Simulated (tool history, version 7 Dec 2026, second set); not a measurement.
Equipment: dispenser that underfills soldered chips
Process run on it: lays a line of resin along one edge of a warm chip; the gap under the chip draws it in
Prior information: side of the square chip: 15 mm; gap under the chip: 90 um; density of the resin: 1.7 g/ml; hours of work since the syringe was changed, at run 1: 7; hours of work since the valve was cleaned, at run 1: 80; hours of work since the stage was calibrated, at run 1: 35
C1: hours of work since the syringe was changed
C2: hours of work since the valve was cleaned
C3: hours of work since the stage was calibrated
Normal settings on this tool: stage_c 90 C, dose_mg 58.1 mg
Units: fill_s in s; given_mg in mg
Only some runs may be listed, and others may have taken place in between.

run 1 hour=0.0 | stage_c=90 dose_mg=58.1 | C1=7 C2=80 C3=35 | fill_s=201.4 given_mg=55.33
run 2 hour=3.7 | stage_c=90 dose_mg=69.5 | C1=10 C2=83 C3=38 | fill_s=248.4 given_mg=66.13
-- hour=5.6 new syringe of resin
run 3 hour=7.8 | stage_c=90 dose_mg=66.5 | C1=2 C2=86 C3=40 | fill_s=117.4 given_mg=62.59
run 4 hour=12.6 | stage_c=90 dose_mg=58.1 | C1=5 C2=89 C3=44 | fill_s=163.8 given_mg=54.79
run 5 hour=15.9 | stage_c=90 dose_mg=58.1 | C1=8 C2=92 C3=47 | fill_s=203.3 given_mg=54.68
run 6 hour=19.0 | stage_c=86 dose_mg=58.1 | C1=10 C2=94 C3=49 | fill_s=292.2 given_mg=54.38
-- hour=21.2 new syringe of resin
run 7 hour=23.8 | stage_c=90 dose_mg=58.1 | C1=2 C2=98 C3=52 | fill_s=123.4 given_mg=54.22
run 8 hour=26.3 | stage_c=90 dose_mg=58.1 | C1=4 C2=99 C3=54 | fill_s=145.8 given_mg=54.36
run 9 hour=31.3 | stage_c=90 dose_mg=58.1 | C1=8 C2=103 C3=58 | fill_s=203.9 given_mg=53.99
run 10 hour=35.0 | stage_c=90 dose_mg=58.1 | C1=10 C2=106 C3=61 | fill_s=256.4 given_mg=54.08
-- hour=36.9 new syringe of resin
run 11 hour=38.4 | stage_c=90 dose_mg=58.1 | C1=1 C2=108 C3=63 | fill_s=115.5 given_mg=53.88
run 12 hour=42.2 | stage_c=90 dose_mg=58.1 | C1=4 C2=111 C3=66 | fill_s=147.4 given_mg=53.91
run 13 hour=45.8 | stage_c=90 dose_mg=58.1 | C1=7 C2=114 C3=68 | fill_s=185.7 given_mg=53.81
run 14 hour=48.6 | stage_c=97 dose_mg=58.1 | C1=9 C2=116 C3=70 | fill_s=165.4 given_mg=53.93
run 15 hour=51.8 | stage_c=97 dose_mg=58.1 | C1=11 C2=118 C3=73 | fill_s=204.5 given_mg=53.34
-- hour=52.3 new syringe of resin
run 16 hour=57.2 | stage_c=90 dose_mg=58.6 | C1=4 C2=122 C3=77 | fill_s=142.1 given_mg=54.13
run 17 hour=60.8 | stage_c=90 dose_mg=72.5 | C1=6 C2=125 C3=79 | fill_s=176.8 given_mg=66.46
-- hour=65.1 dispensing valve cleaned and set on the balance
run 18 hour=66.2 | stage_c=90 dose_mg=72.5 | C1=10 C2=1 C3=83 | fill_s=236.6 given_mg=73.10
-- hour=68.8 new syringe of resin
run 19 hour=70.2 | stage_c=96 dose_mg=71.7 | C1=1 C2=4 C3=85 | fill_s=83.5 given_mg=71.89
run 20 hour=74.1 | stage_c=76 dose_mg=74.3 | C1=4 C2=7 C3=88 | fill_s=278.1 given_mg=74.29
run 21 hour=76.9 | stage_c=89 dose_mg=52.2 | C1=6 C2=9 C3=90 | fill_s=184.5 given_mg=52.22
run 22 hour=80.6 | stage_c=89 dose_mg=52.2 | C1=9 C2=11 C3=93 | fill_s=240.1 given_mg=51.61
-- hour=84.3 new syringe of resin
run 23 hour=84.5 | stage_c=80 dose_mg=60.2 | C1=0 C2=14 C3=96 | fill_s=163.7 given_mg=59.76
run 24 hour=88.9 | stage_c=84 dose_mg=72.0 | C1=3 C2=17 C3=99 | fill_s=176.9 given_mg=71.25
run 25 hour=91.5 | stage_c=84 dose_mg=72.0 | C1=5 C2=19 C3=101 | fill_s=211.6 given_mg=71.36
run 26 hour=93.9 | stage_c=90 dose_mg=57.2 | C1=7 C2=21 C3=103 | fill_s=191.7 given_mg=56.58
run 27 hour=98.5 | stage_c=90 dose_mg=57.2 | C1=11 C2=24 C3=106 | fill_s=261.7 given_mg=56.74
-- hour=99.9 new syringe of resin
run 28 hour=103.7 | stage_c=90 dose_mg=57.2 | C1=3 C2=28 C3=110 | fill_s=127.7 given_mg=55.89
run 29 hour=107.0 | stage_c=90 dose_mg=57.2 | C1=5 C2=31 C3=112 | fill_s=158.2 given_mg=56.31
run 30 hour=112.0 | stage_c=90 dose_mg=57.2 | C1=9 C2=34 C3=116 | fill_s=217.9 given_mg=55.90
-- hour=115.5 new syringe of resin
run 31 hour=115.9 | stage_c=90 dose_mg=51.5 | C1=0 C2=37 C3=119 | fill_s=104.5 given_mg=50.11
run 32 hour=119.9 | stage_c=76 dose_mg=59.5 | C1=3 C2=40 C3=122 | fill_s=259.3 given_mg=57.90
run 33 hour=123.9 | stage_c=98 dose_mg=65.2 | C1=6 C2=43 C3=125 | fill_s=125.3 given_mg=63.79
run 34 hour=127.9 | stage_c=81 dose_mg=52.8 | C1=9 C2=46 C3=128 | fill_s=344.5 given_mg=51.35
-- hour=131.1 new syringe of resin
run 35 hour=133.1 | stage_c=94 dose_mg=60.7 | C1=2 C2=50 C3=131 | fill_s=97.8 given_mg=59.12
run 36 hour=138.1 | stage_c=94 dose_mg=60.7 | C1=5 C2=53 C3=135 | fill_s=133.7 given_mg=58.68

Consider 3 possible next runs. They are alternatives, not a sequence: every one starts from the tool as it was left by run 36. What does each give?
run A hour=142.3 | stage_c=105 dose_mg=58.1 | C1=8 C2=56 C3=138 | fill_s=? given_mg=?
run B hour=142.3 | stage_c=81 dose_mg=60.6 | C1=8 C2=56 C3=138 | fill_s=? given_mg=?
run C hour=142.3 | stage_c=97 dose_mg=60.7 | C1=8 C2=56 C3=138 | fill_s=? given_mg=?

run=A fill_s=111.9 given_mg=55.85
run=B fill_s=317.4 given_mg=58.73
run=C fill_s=157.3 given_mg=58.34
The same runs, with their run-to-run variation unchanged, on a tool lacking any hidden condition would have given:
run=A fill_s=54.7 given_mg=57.90
run=B fill_s=155.0 given_mg=60.88
run=C fill_s=76.8 given_mg=60.47

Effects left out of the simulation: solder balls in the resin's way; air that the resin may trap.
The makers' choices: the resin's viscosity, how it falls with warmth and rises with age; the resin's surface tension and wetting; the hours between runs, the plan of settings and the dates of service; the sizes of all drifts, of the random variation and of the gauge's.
